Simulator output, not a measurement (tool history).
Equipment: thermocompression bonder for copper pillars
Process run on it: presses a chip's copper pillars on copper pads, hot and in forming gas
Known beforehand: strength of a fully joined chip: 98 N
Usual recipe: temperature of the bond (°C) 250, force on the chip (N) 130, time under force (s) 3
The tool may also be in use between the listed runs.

run	hour	temperature of the bond (°C)	force on the chip (N)	time under force (s)	force that shears a chip off (N)
1	0.0	250	130	3	66.5
2	40.8	250	130	3	66.8
# hour 87.3: forming gas filter changed
# hour 114.9: force cell calibrated
3	133.1	250	130	3	64.4
4	181.9	250	130	3	63.5
5	220.7	250	130	3	64.2
6	304.6	250	87	3	42.0
7	353.3	250	125	3	59.7
# hour 387.9: forming gas filter changed
8	440.9	250	130	3	63.6
9	515.6	250	130	3	62.7
10	578.0	250	130	3	61.0
11	623.2	226	130	3	47.1
# hour 687.2: forming gas filter changed
12	705.2	226	130	3	49.1
# hour 778.7: heater calibrated with a thermocouple chip
13	798.8	250	130	2	63.4
14	858.8	250	130	2	61.2
15	949.1	250	130	2	60.8
# hour 986.1: forming gas filter changed
16	1034.8	250	102	3	56.8
17	1088.6	250	130	3	68.7
18	1130.3	250	137	3	69.9
# hour 1175.8: force cell calibrated
19	1196.9	250	137	3	66.6
20	1266.1	250	137	6	75.9
# hour 1284.1: forming gas filter changed
21	1342.6	250	105	6	66.5
22	1433.4	250	79	6	51.9
23	1516.7	256	177	2	74.5
# hour 1584.1: forming gas filter changed
24	1606.6	266	79	2	42.5
25	1673.8	250	130	5	72.7
26	1766.1	276	130	3	76.6
27	1839.9	262	111	2	52.9
# hour 1881.8: forming gas filter changed
28	1907.0	262	111	2	55.9
29	1958.0	234	96	2	34.6
# hour 1989.4: heater calibrated with a thermocouple chip
30	2029.9	250	130	7	82.9
31	2075.5	255	179	2	80.3
32	2124.5	255	116	2	58.6
# hour 2180.4: forming gas filter changed
33	2193.1	250	130	2	64.5
# hour 2239.0: force cell calibrated
34	2261.2	250	130	2	58.9
35	2343.3	250	139	3	68.5
36	2382.9	250	81	3	41.0
37	2430.1	228	130	7	67.3
# hour 2479.2: forming gas filter changed
38	2481.1	250	94	3	49.1

4 ways to go on from here, each from the tool as it stands after run 38. What would each give?
A	2541.7	250	94	6	?
B	2541.7	253	115	3	?
C	2541.7	271	118	3	?
D	2541.7	250	82	3	?

run	force that shears a chip off (N)
A	61.7
B	61.4
C	71.8
D	42.3
The same runs, with their run-to-run variation unchanged, on a tool lacking any hidden condition would have given:
run	force that shears a chip off (N)
A	64.6
B	64.3
C	74.5
D	44.7
